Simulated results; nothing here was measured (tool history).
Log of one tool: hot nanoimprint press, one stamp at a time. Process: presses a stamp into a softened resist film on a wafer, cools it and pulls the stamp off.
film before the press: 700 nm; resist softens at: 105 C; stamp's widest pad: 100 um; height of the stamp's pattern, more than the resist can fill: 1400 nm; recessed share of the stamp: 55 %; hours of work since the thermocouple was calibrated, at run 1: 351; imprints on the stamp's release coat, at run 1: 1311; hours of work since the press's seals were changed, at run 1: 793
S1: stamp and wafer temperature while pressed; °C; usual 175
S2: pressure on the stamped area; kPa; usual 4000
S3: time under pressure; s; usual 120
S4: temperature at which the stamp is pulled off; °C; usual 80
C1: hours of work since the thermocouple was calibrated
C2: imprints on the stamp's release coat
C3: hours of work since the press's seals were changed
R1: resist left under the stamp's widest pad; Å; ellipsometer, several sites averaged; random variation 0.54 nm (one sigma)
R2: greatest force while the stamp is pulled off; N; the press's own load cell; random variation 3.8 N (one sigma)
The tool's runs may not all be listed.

| run | day | S1 | S2 | S3 | S4 | C1 | C2 | C3 | R1 | R2 |
|---|---|---|---|---|---|---|---|---|---|---|
| 1 | 0 | 175 | 4000 | 120 | 80 | 351 | 1311 | 793 | 2727 | 254 |
| 2 | 0.792 | 175 | 4000 | 120 | 80 | 363 | 1348 | 804 | 2724 | 254 |
|  | 1.25 | stamp cleaned and given a new release coat |
| 3 | 2.429 | 175 | 4000 | 120 | 80 | 383 | 55 | 824 | 2719 | 182 |
| 4 | 3.104 | 175 | 4000 | 120 | 80 | 392 | 87 | 834 | 2720 | 188 |
| 5 | 4.25 | 175 | 4000 | 120 | 80 | 408 | 141 | 850 | 2719 | 191 |
|  | 5.333 | plate thermocouple calibrated |
| 6 | 5.362 | 175 | 4000 | 120 | 80 | 0 | 187 | 864 | 2840 | 193 |
| 7 | 6.433 | 175 | 4000 | 120 | 80 | 16 | 237 | 879 | 2828 | 195 |
| 8 | 7.625 | 175 | 4000 | 120 | 70 | 33 | 293 | 896 | 2829 | 220 |
| 9 | 8.562 | 175 | 4000 | 120 | 70 | 46 | 337 | 910 | 2835 | 221 |
| 10 | 9.829 | 186 | 4000 | 120 | 70 | 64 | 396 | 928 | 1767 | 215 |
| 11 | 10.654 | 186 | 4000 | 120 | 70 | 76 | 435 | 940 | 1773 | 225 |
| 12 | 11.512 | 173 | 4000 | 120 | 80 | 88 | 475 | 952 | 3097 | 210 |
| 13 | 12.196 | 175 | 4000 | 120 | 80 | 98 | 507 | 962 | 2825 | 208 |
| 14 | 13.629 | 175 | 4000 | 120 | 80 | 118 | 574 | 982 | 2828 | 216 |
| 15 | 15.075 | 175 | 4000 | 120 | 80 | 139 | 642 | 1003 | 2811 | 219 |
| 16 | 16.042 | 169 | 3420 | 116 | 76 | 153 | 688 | 1016 | 3951 | 229 |
| 17 | 16.683 | 186 | 4310 | 180 | 76 | 162 | 718 | 1025 | 1438 | 227 |
| 18 | 18.167 | 186 | 4310 | 180 | 76 | 183 | 787 | 1047 | 1431 | 231 |
| 19 | 19.221 | 186 | 4310 | 180 | 76 | 198 | 837 | 1062 | 1434 | 231 |
| 20 | 20.042 | 186 | 4310 | 180 | 76 | 210 | 875 | 1073 | 1428 | 235 |
| 21 | 21.288 | 186 | 4310 | 180 | 70 | 227 | 934 | 1091 | 1428 | 253 |
| 22 | 22.333 | 186 | 4310 | 180 | 70 | 242 | 983 | 1106 | 1432 | 260 |
| 23 | 22.979 | 186 | 4310 | 180 | 70 | 251 | 1013 | 1115 | 1424 | 251 |
| 24 | 23.962 | 180 | 5400 | 60 | 80 | 265 | 1059 | 1129 | 2539 | 248 |
| 25 | 24.742 | 180 | 5400 | 113 | 80 | 276 | 1095 | 1140 | 1976 | 230 |
| 26 | 25.408 | 175 | 4500 | 120 | 88 | 286 | 1127 | 1150 | 2635 | 231 |
| 27 | 26.133 | 175 | 4500 | 120 | 88 | 296 | 1161 | 1160 | 2623 | 227 |
| 28 | 27.529 | 175 | 6330 | 120 | 84 | 316 | 1226 | 1180 | 2224 | 238 |
| 29 | 28.838 | 175 | 3860 | 195 | 84 | 335 | 1288 | 1199 | 2343 | 236 |
| 30 | 29.792 | 182 | 4000 | 173 | 83 | 348 | 1332 | 1212 | 1773 | 241 |

Forecast each of these 3 alternatives for the next run:
|  | 30.592 | stamp cleaned and given a new release coat |
| A | 31.342 | 175 | 3780 | 178 | 65 | 367 | 35 | 1231 | ? | ? |
|  | 30.592 | stamp cleaned and given a new release coat |
| B | 31.342 | 176 | 4000 | 159 | 78 | 367 | 35 | 1231 | ? | ? |
|  | 30.592 | stamp cleaned and given a new release coat |
| C | 31.342 | 187 | 4000 | 173 | 83 | 367 | 35 | 1231 | ? | ? |

| run | R1 | R2 |
|---|---|---|
| A | 2446 | 210 |
| B | 2387 | 187 |
| C | 1439 | 180 |
Without the tool's hidden state the same runs would have given:
| run | R1 | R2 |
|---|---|---|
| A | 2441 | 209 |
| B | 2377 | 186 |
| C | 1425 | 180 |
